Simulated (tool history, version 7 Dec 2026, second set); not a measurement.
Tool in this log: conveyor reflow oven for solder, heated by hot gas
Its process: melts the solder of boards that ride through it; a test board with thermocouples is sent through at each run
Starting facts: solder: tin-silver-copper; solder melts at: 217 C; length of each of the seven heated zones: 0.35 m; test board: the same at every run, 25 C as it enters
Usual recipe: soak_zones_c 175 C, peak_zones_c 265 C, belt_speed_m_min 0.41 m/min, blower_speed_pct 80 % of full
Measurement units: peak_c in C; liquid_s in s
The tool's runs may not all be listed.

run 1 day=0 | soak_zones_c=175 peak_zones_c=265 belt_speed_m_min=0.41 blower_speed_pct=80 | peak_c=250.1 liquid_s=76
run 2 day=3.371 | soak_zones_c=175 peak_zones_c=265 belt_speed_m_min=0.41 blower_speed_pct=80 | peak_c=249.9 liquid_s=74.9
run 3 day=6.8 | soak_zones_c=175 peak_zones_c=265 belt_speed_m_min=0.41 blower_speed_pct=80 | peak_c=249.8 liquid_s=74.5
run 4 day=9.892 | soak_zones_c=175 peak_zones_c=265 belt_speed_m_min=0.41 blower_speed_pct=80 | peak_c=249.7 liquid_s=74
run 5 day=12.35 | soak_zones_c=175 peak_zones_c=265 belt_speed_m_min=0.41 blower_speed_pct=80 | peak_c=249.2 liquid_s=74.2
-- day=15.088 flux residue cleaned out of gas plates and filters
run 6 day=15.388 | soak_zones_c=175 peak_zones_c=265 belt_speed_m_min=0.41 blower_speed_pct=80 | peak_c=252.4 liquid_s=78.9
run 7 day=17.062 | soak_zones_c=175 peak_zones_c=265 belt_speed_m_min=0.41 blower_speed_pct=80 | peak_c=252.4 liquid_s=78.6
run 8 day=20.208 | soak_zones_c=175 peak_zones_c=265 belt_speed_m_min=0.41 blower_speed_pct=80 | peak_c=251.8 liquid_s=78.1
run 9 day=22.65 | soak_zones_c=175 peak_zones_c=279 belt_speed_m_min=0.41 blower_speed_pct=80 | peak_c=264.5 liquid_s=87.9
run 10 day=24.308 | soak_zones_c=175 peak_zones_c=279 belt_speed_m_min=0.41 blower_speed_pct=80 | peak_c=264.3 liquid_s=87.2
run 11 day=27.038 | soak_zones_c=175 peak_zones_c=279 belt_speed_m_min=0.41 blower_speed_pct=80 | peak_c=264.2 liquid_s=87.5
run 12 day=29.692 | soak_zones_c=175 peak_zones_c=279 belt_speed_m_min=0.41 blower_speed_pct=80 | peak_c=263.9 liquid_s=87.6
run 13 day=32.933 | soak_zones_c=175 peak_zones_c=279 belt_speed_m_min=0.41 blower_speed_pct=80 | peak_c=263.2 liquid_s=87.3
run 14 day=35.079 | soak_zones_c=175 peak_zones_c=265 belt_speed_m_min=0.4 blower_speed_pct=80 | peak_c=251.3 liquid_s=79.3
run 15 day=36.654 | soak_zones_c=175 peak_zones_c=265 belt_speed_m_min=0.4 blower_speed_pct=80 | peak_c=251.7 liquid_s=80.1
run 16 day=38.604 | soak_zones_c=175 peak_zones_c=272 belt_speed_m_min=0.41 blower_speed_pct=80 | peak_c=256.6 liquid_s=81.7
run 17 day=40.317 | soak_zones_c=175 peak_zones_c=265 belt_speed_m_min=0.41 blower_speed_pct=89 | peak_c=252.1 liquid_s=78.7
run 18 day=41.825 | soak_zones_c=175 peak_zones_c=265 belt_speed_m_min=0.41 blower_speed_pct=89 | peak_c=252.2 liquid_s=78.3
run 19 day=43.533 | soak_zones_c=188 peak_zones_c=273 belt_speed_m_min=0.364 blower_speed_pct=79 | peak_c=262.2 liquid_s=105.6
run 20 day=46.817 | soak_zones_c=175 peak_zones_c=265 belt_speed_m_min=0.457 blower_speed_pct=80 | peak_c=246.1 liquid_s=62.8
run 21 day=48.8 | soak_zones_c=175 peak_zones_c=265 belt_speed_m_min=0.457 blower_speed_pct=80 | peak_c=246.1 liquid_s=62.5
-- day=50.55 flux residue cleaned out of gas plates and filters
run 22 day=51.025 | soak_zones_c=174 peak_zones_c=274 belt_speed_m_min=0.392 blower_speed_pct=69 | peak_c=259.9 liquid_s=87.9
run 23 day=54.508 | soak_zones_c=174 peak_zones_c=274 belt_speed_m_min=0.392 blower_speed_pct=69 | peak_c=259.6 liquid_s=87.8
run 24 day=56.929 | soak_zones_c=185 peak_zones_c=264 belt_speed_m_min=0.451 blower_speed_pct=67 | peak_c=247.4 liquid_s=70.1
run 25 day=58.975 | soak_zones_c=185 peak_zones_c=264 belt_speed_m_min=0.451 blower_speed_pct=67 | peak_c=247.8 liquid_s=69.8
run 26 day=60.95 | soak_zones_c=184 peak_zones_c=274 belt_speed_m_min=0.438 blower_speed_pct=74 | peak_c=258.6 liquid_s=81.6
run 27 day=62.512 | soak_zones_c=180 peak_zones_c=265 belt_speed_m_min=0.41 blower_speed_pct=80 | peak_c=253.1 liquid_s=81.7
run 28 day=65.288 | soak_zones_c=177 peak_zones_c=265 belt_speed_m_min=0.41 blower_speed_pct=55 | peak_c=246 liquid_s=69.5
-- day=66.071 belt drive overhauled, speed set with a stopwatch
run 29 day=67.388 | soak_zones_c=177 peak_zones_c=265 belt_speed_m_min=0.41 blower_speed_pct=89 | peak_c=253.7 liquid_s=80.4
run 30 day=69.975 | soak_zones_c=189 peak_zones_c=265 belt_speed_m_min=0.41 blower_speed_pct=55 | peak_c=247.5 liquid_s=78.3
run 31 day=71.85 | soak_zones_c=189 peak_zones_c=265 belt_speed_m_min=0.41 blower_speed_pct=55 | peak_c=248.1 liquid_s=78.3
run 32 day=75.342 | soak_zones_c=189 peak_zones_c=265 belt_speed_m_min=0.41 blower_speed_pct=55 | peak_c=247.5 liquid_s=77.1

Here are 3 independent what-if runs from the current tool condition. What would each one return?
run A day=78.279 | soak_zones_c=176 peak_zones_c=265 belt_speed_m_min=0.41 blower_speed_pct=80 | peak_c=? liquid_s=?
run B day=78.279 | soak_zones_c=175 peak_zones_c=265 belt_speed_m_min=0.395 blower_speed_pct=83 | peak_c=? liquid_s=?
run C day=78.279 | soak_zones_c=168 peak_zones_c=265 belt_speed_m_min=0.431 blower_speed_pct=53 | peak_c=? liquid_s=?

run=A peak_c=250.8 liquid_s=76.1
run=B peak_c=252 liquid_s=81.2
run=C peak_c=239.1 liquid_s=51.5
The same runs, with their run-to-run variation unchanged, on a tool lacking any hidden condition would have given:
run=A peak_c=252.1 liquid_s=78.1
run=B peak_c=253.1 liquid_s=83.1
run=C peak_c=240.4 liquid_s=54.1

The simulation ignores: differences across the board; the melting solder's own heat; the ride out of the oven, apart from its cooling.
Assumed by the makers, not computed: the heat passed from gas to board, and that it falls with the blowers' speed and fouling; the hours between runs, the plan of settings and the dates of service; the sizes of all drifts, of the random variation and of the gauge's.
